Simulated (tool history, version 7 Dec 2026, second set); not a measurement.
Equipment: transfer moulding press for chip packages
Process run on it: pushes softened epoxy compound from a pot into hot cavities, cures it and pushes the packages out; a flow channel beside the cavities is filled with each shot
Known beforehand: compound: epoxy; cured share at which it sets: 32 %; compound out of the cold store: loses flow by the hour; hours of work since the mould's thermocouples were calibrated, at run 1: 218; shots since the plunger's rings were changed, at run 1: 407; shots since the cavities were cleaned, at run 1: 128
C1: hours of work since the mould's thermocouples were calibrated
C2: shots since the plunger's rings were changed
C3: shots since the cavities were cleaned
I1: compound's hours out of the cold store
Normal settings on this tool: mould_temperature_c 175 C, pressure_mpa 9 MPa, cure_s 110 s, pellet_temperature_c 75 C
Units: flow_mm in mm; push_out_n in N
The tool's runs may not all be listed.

run 1 hour=0 | mould_temperature_c=175 pressure_mpa=9 cure_s=110 pellet_temperature_c=75 | C1=218 C2=407 C3=128 | I1=16.9 | flow_mm=644 push_out_n=784
run 2 hour=16.3 | mould_temperature_c=175 pressure_mpa=9 cure_s=110 pellet_temperature_c=75 | C1=228 C2=555 C3=276 | I1=26.5 | flow_mm=615 push_out_n=898
run 3 hour=42.8 | mould_temperature_c=175 pressure_mpa=9 cure_s=110 pellet_temperature_c=75 | C1=243 C2=795 C3=516 | I1=13.2 | flow_mm=653 push_out_n=1108
-- hour=49.4 cavities cleaned with cleaning compound and waxed
run 4 hour=83 | mould_temperature_c=175 pressure_mpa=9 cure_s=110 pellet_temperature_c=75 | C1=266 C2=1147 C3=305 | I1=21.9 | flow_mm=623 push_out_n=959
-- hour=113.5 cavities cleaned with cleaning compound and waxed
run 5 hour=122.8 | mould_temperature_c=168 pressure_mpa=9 cure_s=110 pellet_temperature_c=75 | C1=289 C2=1494 C3=84 | I1=23.7 | flow_mm=636 push_out_n=1294
run 6 hour=145.5 | mould_temperature_c=168 pressure_mpa=9 cure_s=110 pellet_temperature_c=75 | C1=303 C2=1701 C3=291 | I1=14 | flow_mm=664 push_out_n=1769
-- hour=177 cavities cleaned with cleaning compound and waxed
run 7 hour=177.4 | mould_temperature_c=168 pressure_mpa=9 cure_s=110 pellet_temperature_c=75 | C1=321 C2=1977 C3=4 | I1=19.4 | flow_mm=645 push_out_n=1180
run 8 hour=195.9 | mould_temperature_c=175 pressure_mpa=9 cure_s=110 pellet_temperature_c=75 | C1=332 C2=2145 C3=172 | I1=23.1 | flow_mm=612 push_out_n=879
run 9 hour=218.8 | mould_temperature_c=183 pressure_mpa=9 cure_s=110 pellet_temperature_c=75 | C1=345 C2=2353 C3=380 | I1=36.4 | flow_mm=554 push_out_n=721
-- hour=240 cavities cleaned with cleaning compound and waxed
run 10 hour=253.3 | mould_temperature_c=183 pressure_mpa=9 cure_s=110 pellet_temperature_c=75 | C1=365 C2=2653 C3=121 | I1=8.7 | flow_mm=622 push_out_n=559
run 11 hour=291 | mould_temperature_c=183 pressure_mpa=9 cure_s=121 pellet_temperature_c=67 | C1=387 C2=2995 C3=463 | I1=28.5 | flow_mm=567 push_out_n=705
-- hour=303.1 cavities cleaned with cleaning compound and waxed
run 12 hour=310.6 | mould_temperature_c=169 pressure_mpa=8.47 cure_s=110 pellet_temperature_c=66 | C1=398 C2=3159 C3=68 | I1=36.7 | flow_mm=563 push_out_n=1183
-- hour=323.7 plunger's sealing rings changed
run 13 hour=343.1 | mould_temperature_c=169 pressure_mpa=8.47 cure_s=110 pellet_temperature_c=66 | C1=416 C2=176 C3=341 | I1=28.4 | flow_mm=612 push_out_n=1694
-- hour=369 cavities cleaned with cleaning compound and waxed
run 14 hour=371.2 | mould_temperature_c=168 pressure_mpa=9 cure_s=110 pellet_temperature_c=75 | C1=432 C2=417 C3=20 | I1=9.1 | flow_mm=689 push_out_n=1180
run 15 hour=397.8 | mould_temperature_c=179 pressure_mpa=8.04 cure_s=119 pellet_temperature_c=77 | C1=448 C2=659 C3=262 | I1=40.2 | flow_mm=538 push_out_n=691
-- hour=432.2 cavities cleaned with cleaning compound and waxed
run 16 hour=435.1 | mould_temperature_c=183 pressure_mpa=9.68 cure_s=134 pellet_temperature_c=74 | C1=469 C2=984 C3=27 | I1=32.1 | flow_mm=596 push_out_n=454
run 17 hour=465.6 | mould_temperature_c=180 pressure_mpa=10.5 cure_s=110 pellet_temperature_c=75 | C1=487 C2=1261 C3=304 | I1=34.3 | flow_mm=622 push_out_n=776
run 18 hour=489 | mould_temperature_c=175 pressure_mpa=6.82 cure_s=110 pellet_temperature_c=75 | C1=501 C2=1473 C3=516 | I1=43.2 | flow_mm=494 push_out_n=1113

3 options for the next run, each taken on its own from the tool as it stands now. Forecast them:
-- hour=495.2 cavities cleaned with cleaning compound and waxed
run A hour=506.4 | mould_temperature_c=175 pressure_mpa=6.82 cure_s=117 pellet_temperature_c=75 | C1=510 C2=1618 C3=102 | I1=23.7 | flow_mm=? push_out_n=?
-- hour=495.2 cavities cleaned with cleaning compound and waxed
run B hour=506.4 | mould_temperature_c=175 pressure_mpa=10.31 cure_s=94 pellet_temperature_c=70 | C1=510 C2=1618 C3=102 | I1=32.7 | flow_mm=? push_out_n=?
-- hour=495.2 cavities cleaned with cleaning compound and waxed
run C hour=506.4 | mould_temperature_c=174 pressure_mpa=8.68 cure_s=140 pellet_temperature_c=75 | C1=510 C2=1618 C3=102 | I1=34.1 | flow_mm=? push_out_n=?

run=A flow_mm=534 push_out_n=708
run=B flow_mm=633 push_out_n=1126
run=C flow_mm=578 push_out_n=555
What these runs would have given with no unlogged condition in the tool:
run=A flow_mm=546 push_out_n=541
run=B flow_mm=648 push_out_n=846
run=C flow_mm=591 push_out_n=437

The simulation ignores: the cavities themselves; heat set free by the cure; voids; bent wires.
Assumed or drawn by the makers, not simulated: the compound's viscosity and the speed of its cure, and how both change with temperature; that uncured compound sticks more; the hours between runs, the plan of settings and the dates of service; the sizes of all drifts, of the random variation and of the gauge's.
